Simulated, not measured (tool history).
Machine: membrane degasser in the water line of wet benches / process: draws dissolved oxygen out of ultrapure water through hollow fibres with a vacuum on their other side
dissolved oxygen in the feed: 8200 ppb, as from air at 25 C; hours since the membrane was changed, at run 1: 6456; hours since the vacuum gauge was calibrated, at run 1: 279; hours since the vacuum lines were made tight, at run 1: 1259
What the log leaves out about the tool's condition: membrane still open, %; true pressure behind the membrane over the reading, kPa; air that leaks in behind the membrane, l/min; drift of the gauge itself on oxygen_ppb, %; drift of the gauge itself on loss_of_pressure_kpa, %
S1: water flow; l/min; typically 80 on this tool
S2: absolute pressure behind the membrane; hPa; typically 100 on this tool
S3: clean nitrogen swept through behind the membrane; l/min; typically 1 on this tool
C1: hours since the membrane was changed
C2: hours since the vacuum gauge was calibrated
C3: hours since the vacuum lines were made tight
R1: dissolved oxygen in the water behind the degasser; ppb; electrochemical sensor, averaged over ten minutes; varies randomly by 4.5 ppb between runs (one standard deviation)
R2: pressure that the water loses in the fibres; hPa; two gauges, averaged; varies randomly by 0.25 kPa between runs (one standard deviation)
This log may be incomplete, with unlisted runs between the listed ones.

Run 1, hour 0: usual settings; C1 6456; C2 279; C3 1259. Result: R1 929.2 ppb, R2 691.6 hPa.
Run 2, hour 148.6: usual settings but S3 0.74 l/min; C1 6605; C2 427; C3 1407. Result: R1 1091.1 ppb, R2 693.7 hPa.
Run 3, hour 289.3: usual settings but S3 0.74 l/min; C1 6745; C2 568; C3 1548. Result: R1 1091 ppb, R2 693.5 hPa.
Run 4, hour 365.9: usual settings; C1 6822; C2 645; C3 1625. Result: R1 925.5 ppb, R2 696.2 hPa.
Run 5, hour 534.6: usual settings; C1 6991; C2 813; C3 1793. Result: R1 927.1 ppb, R2 696.7 hPa.
Run 6, hour 637.6: usual settings; C1 7094; C2 917; C3 1896. Result: R1 930.1 ppb, R2 693.4 hPa.
Run 7, hour 784.1: usual settings; C1 7240; C2 1063; C3 2043. Result: R1 925.9 ppb, R2 699.9 hPa.
Run 8, hour 953.1: usual settings; C1 7409; C2 1232; C3 2212. Result: R1 930.9 ppb, R2 699.4 hPa.
Run 9, hour 1088.6: usual settings; C1 7545; C2 1367; C3 2347. Result: R1 940.5 ppb, R2 698.5 hPa.
Run 10, hour 1230.9: usual settings; C1 7687; C2 1510; C3 2490. Result: R1 927.1 ppb, R2 696.4 hPa.
Run 11, hour 1330.7: usual settings; C1 7787; C2 1610; C3 2589. Result: R1 934.4 ppb, R2 700.4 hPa.
Run 12, hour 1481.8: usual settings but S2 158 hPa; C1 7938; C2 1761; C3 2741. Result: R1 1535 ppb, R2 694.4 hPa.
Run 13, hour 1617.7: usual settings but S2 158 hPa; C1 8074; C2 1897; C3 2877. Result: R1 1546.3 ppb, R2 705.9 hPa.
Run 14, hour 1725.7: usual settings but S2 211 hPa; C1 8182; C2 2005; C3 2984. Result: R1 2046.1 ppb, R2 694.5 hPa.
Run 15, hour 1906: usual settings but S2 211 hPa; C1 8362; C2 2185; C3 3165. Result: R1 2032.5 ppb, R2 700.2 hPa.
At hour 1922: vacuum gauge calibrated.
Run 16, hour 2078.4: usual settings but S2 211 hPa, S3 1.69 l/min; C1 8534; C2 156; C3 3337. Result: R1 1486.8 ppb, R2 698.7 hPa.
Run 17, hour 2249.4: usual settings but S2 211 hPa, S3 1.69 l/min; C1 8705; C2 327; C3 3508. Result: R1 1493.6 ppb, R2 702.7 hPa.
Run 18, hour 2351.7: usual settings but S2 211 hPa, S3 1.69 l/min; C1 8807; C2 430; C3 3610. Result: R1 1498.8 ppb, R2 700 hPa.
Run 19, hour 2476.7: usual settings but S1 85 l/min, S2 140 hPa, S3 0.65 l/min; C1 8932; C2 555; C3 3735. Result: R1 1794.3 ppb, R2 748.2 hPa.
Run 20, hour 2658.2: usual settings but S1 85 l/min, S2 140 hPa, S3 0.65 l/min; C1 9114; C2 736; C3 3917. Result: R1 1798.4 ppb, R2 744.7 hPa.
At hour 2713.6: vacuum gauge calibrated, once more.
Run 21, hour 2735.9: usual settings but S1 126 l/min, S2 200 hPa, S3 2.02 l/min; C1 9191; C2 22; C3 3994. Result: R1 1788.6 ppb, R2 1105 hPa.
Run 22, hour 2813.6: usual settings but S1 110 l/min, S2 200 hPa, S3 0.54 l/min; C1 9269; C2 100; C3 4071. Result: R1 3060.5 ppb, R2 960.2 hPa.
Run 23, hour 2914.8: usual settings but S1 110 l/min, S2 200 hPa, S3 0.54 l/min; C1 9370; C2 201; C3 4173. Result: R1 3063 ppb, R2 966.6 hPa.
Run 24, hour 3082.3: usual settings but S1 110 l/min, S2 200 hPa, S3 0.54 l/min; C1 9537; C2 369; C3 4340. Result: R1 3102.6 ppb, R2 962.6 hPa.
Run 25, hour 3212.8: usual settings but S1 50 l/min, S2 92 hPa, S3 2.6 l/min; C1 9668; C2 499; C3 4471. Result: R1 279.9 ppb, R2 442.5 hPa.
Run 26, hour 3326.8: usual settings but S1 50 l/min, S2 92 hPa, S3 2.6 l/min; C1 9782; C2 613; C3 4585. Result: R1 280 ppb, R2 439.8 hPa.
Run 27, hour 3501.2: usual settings but S1 79 l/min, S2 85 hPa, S3 0.9 l/min; C1 9956; C2 788; C3 4759. Result: R1 794.3 ppb, R2 694.3 hPa.
Run 28, hour 3657.3: usual settings but S1 79 l/min, S2 85 hPa, S3 0.9 l/min; C1 10112; C2 944; C3 4915. Result: R1 795.1 ppb, R2 696.1 hPa.
Run 29, hour 3773.5: usual settings but S1 79 l/min, S2 85 hPa, S3 0.9 l/min; C1 10229; C2 1060; C3 5031. Result: R1 801.1 ppb, R2 694.5 hPa.
Run 30, hour 3879: usual settings but S2 186 hPa, S3 1.08 l/min; C1 10334; C2 1165; C3 5137. Result: R1 1750.3 ppb, R2 706.9 hPa.
Run 31, hour 4018.1: usual settings but S1 100 l/min, S2 128 hPa, S3 2 l/min; C1 10473; C2 1305; C3 5276. Result: R1 989.5 ppb, R2 879.6 hPa.
Run 32, hour 4141.5: usual settings but S1 100 l/min, S2 128 hPa, S3 2 l/min; C1 10597; C2 1428; C3 5399. Result: R1 994 ppb, R2 879 hPa.
Run 33, hour 4312.9: usual settings but S2 84 hPa, S3 0.41 l/min; C1 10768; C2 1599; C3 5571. Result: R1 1160.7 ppb, R2 706 hPa.

Measured result minus the same run's result without the hidden state. Both carry the same run-to-run variation, though not necessarily the same gauge scatter:
run     R1     R2
  1  +11.2  +16.4
  2    +12  +16.8
  3  +13.3  +17.1
  4    +14  +17.4
  5  +15.3  +17.8
  6  +16.3  +18.1
  7  +17.3  +18.5
  8  +18.8  +18.9
  9  +19.9  +19.3
 10  +20.8  +19.6
 11  +21.7    +20
 12  +18.7  +20.1
 13  +19.7  +20.7
 14  +17.6  +20.8
 15  +18.4  +21.5
 16  +22.6  +21.9
 17  +23.5  +22.3
 18  +24.1  +22.5
 19  +31.7  +24.3
 20    +33  +24.9
 21  +20.9  +37.1
 22   -1.5  +32.5
 23     -1  +33.1
 24   +0.1  +33.6
 25     +8  +15.5
 26   +8.4  +15.7
 27  +17.9  +25.1
 28  +19.4  +25.5
 29  +20.5  +25.7
 30  +15.5  +26.6
 31  +27.3  +33.5
 32  +28.2  +33.9
 33    +23  +27.5
